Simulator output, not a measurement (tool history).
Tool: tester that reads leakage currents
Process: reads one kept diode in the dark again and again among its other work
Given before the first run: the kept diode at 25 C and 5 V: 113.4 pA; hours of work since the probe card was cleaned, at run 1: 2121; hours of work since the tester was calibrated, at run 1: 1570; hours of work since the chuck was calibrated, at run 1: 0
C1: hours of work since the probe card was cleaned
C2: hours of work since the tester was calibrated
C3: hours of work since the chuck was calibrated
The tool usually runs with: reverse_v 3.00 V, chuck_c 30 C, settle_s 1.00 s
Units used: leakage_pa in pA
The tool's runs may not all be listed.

{"run": 1, "hour": 0.0, "reverse_v": 3.0, "chuck_c": 30, "settle_s": 1.0, "C1": 2121, "C2": 1570, "C3": 0, "leakage_pa": 154.29}
{"hour": 138.4, "done": "probe card cleaned and baked"}
{"run": 2, "hour": 213.8, "reverse_v": 3.0, "chuck_c": 30, "settle_s": 1.0, "C1": 36, "C2": 1672, "C3": 102, "leakage_pa": 156.21}
{"run": 3, "hour": 427.2, "reverse_v": 3.0, "chuck_c": 30, "settle_s": 1.0, "C1": 140, "C2": 1775, "C3": 205, "leakage_pa": 157.78}
{"run": 4, "hour": 594.1, "reverse_v": 3.0, "chuck_c": 30, "settle_s": 1.0, "C1": 220, "C2": 1856, "C3": 286, "leakage_pa": 158.91}
{"run": 5, "hour": 728.2, "reverse_v": 3.0, "chuck_c": 30, "settle_s": 1.0, "C1": 285, "C2": 1921, "C3": 351, "leakage_pa": 160.25}
{"run": 6, "hour": 858.0, "reverse_v": 3.0, "chuck_c": 30, "settle_s": 1.0, "C1": 348, "C2": 1983, "C3": 413, "leakage_pa": 160.62}
{"run": 7, "hour": 1038.8, "reverse_v": 3.0, "chuck_c": 30, "settle_s": 1.0, "C1": 435, "C2": 2071, "C3": 501, "leakage_pa": 161.45}
{"run": 8, "hour": 1322.2, "reverse_v": 3.0, "chuck_c": 30, "settle_s": 6.97, "C1": 572, "C2": 2208, "C3": 638, "leakage_pa": 163.35}
{"run": 9, "hour": 1582.5, "reverse_v": 3.0, "chuck_c": 30, "settle_s": 6.97, "C1": 698, "C2": 2333, "C3": 763, "leakage_pa": 164.41}
{"hour": 1600.1, "done": "probe card cleaned and baked, once more"}
{"run": 10, "hour": 1804.1, "reverse_v": 1.03, "chuck_c": 36, "settle_s": 3.0, "C1": 99, "C2": 2439, "C3": 869, "leakage_pa": 178.04}
{"run": 11, "hour": 1987.6, "reverse_v": 4.31, "chuck_c": 36, "settle_s": 1.04, "C1": 187, "C2": 2528, "C3": 958, "leakage_pa": 318.72}
{"run": 12, "hour": 2222.4, "reverse_v": 11.9, "chuck_c": 29, "settle_s": 0.8, "C1": 301, "C2": 2641, "C3": 1071, "leakage_pa": 260.21}
{"hour": 2289.4, "done": "tester calibrated"}
{"run": 13, "hour": 2488.7, "reverse_v": 4.33, "chuck_c": 53, "settle_s": 1.11, "C1": 429, "C2": 96, "C3": 1199, "leakage_pa": 1346.7}
{"run": 14, "hour": 2614.2, "reverse_v": 3.65, "chuck_c": 30, "settle_s": 1.0, "C1": 489, "C2": 157, "C3": 1260, "leakage_pa": 176.84}

Forecast each of these 3 alternatives for the next run:
{"run": "A", "hour": 2871.0, "reverse_v": 3.65, "chuck_c": 30, "settle_s": 1.32, "C1": 613, "C2": 281, "C3": 1384, "leakage_pa": "?"}
{"run": "B", "hour": 2871.0, "reverse_v": 1.54, "chuck_c": 53, "settle_s": 4.56, "C1": 613, "C2": 281, "C3": 1384, "leakage_pa": "?"}
{"run": "C", "hour": 2871.0, "reverse_v": 8.87, "chuck_c": 38, "settle_s": 5.16, "C1": 613, "C2": 281, "C3": 1384, "leakage_pa": "?"}

run=A leakage_pa=177.50
run=B leakage_pa=898.32
run=C leakage_pa=522.81
Stripped of hidden state, with their random variation kept, the same runs would have yielded:
run=A leakage_pa=160.92
run=B leakage_pa=830.41
run=C leakage_pa=476.70

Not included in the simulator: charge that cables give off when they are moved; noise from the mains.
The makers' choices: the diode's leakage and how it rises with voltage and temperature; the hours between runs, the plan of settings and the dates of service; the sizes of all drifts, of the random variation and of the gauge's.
